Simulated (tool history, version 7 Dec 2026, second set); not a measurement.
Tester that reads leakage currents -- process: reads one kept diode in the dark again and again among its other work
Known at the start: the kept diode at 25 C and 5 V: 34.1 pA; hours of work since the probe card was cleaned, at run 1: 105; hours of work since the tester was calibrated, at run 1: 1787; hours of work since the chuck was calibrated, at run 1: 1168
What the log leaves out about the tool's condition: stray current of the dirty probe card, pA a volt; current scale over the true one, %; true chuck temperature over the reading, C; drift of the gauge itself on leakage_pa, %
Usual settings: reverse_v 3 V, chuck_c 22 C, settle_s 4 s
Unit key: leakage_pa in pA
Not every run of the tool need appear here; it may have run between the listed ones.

run,hour,reverse_v,chuck_c,settle_s,hours of work since the probe card was cleaned,hours of work since the tester was calibrated,hours of work since the chuck was calibrated,leakage_pa
1,0,3,22,4,105,1787,1168,23.11
2,80.5,3,22,4,158,1839,1221,23.2
3,150.3,3,22,4,203,1885,1267,23.39
4,214.8,3,22,4,246,1927,1309,23.25
5,297.5,3,22,4,300,1981,1363,23.44
6,405.3,3,22,4,370,2052,1434,23.67
7,467.8,3,22,4,411,2093,1475,23.86
8,570.3,5.4,22,3.17,478,2160,1542,31.39
9,641.9,3.3,22,4,525,2207,1588,25.19
10,708.7,1.23,49,7.64,569,2250,1632,122.19
# hour 808.5: chuck's temperature calibrated
11,834.9,3.82,56,5.16,650,2332,17,301.2
12,959.5,17.32,28,4,732,2413,99,80.07
13,1052,11.38,22,4,792,2474,159,41.54
14,1134.4,1.58,28,7.77,846,2528,213,26.56

What if the next run were any one of these 5? Each begins from the tool's condition after run 14:
A,1199.4,5.88,22,4,889,2570,256,?
B,1199.4,3,22,0.45,889,2570,256,?
C,1199.4,2.87,41,0.42,889,2570,256,?
D,1199.4,17.05,24,0.72,889,2570,256,?
E,1199.4,2.51,34,7.77,889,2570,256,?

run,leakage_pa
A,30.62
B,22.73
C,94.09
D,61.52
E,52.28
Without the tool's hidden state the same runs would have given:
run,leakage_pa
A,28.93
B,21.74
C,92.08
D,57.21
E,50.92
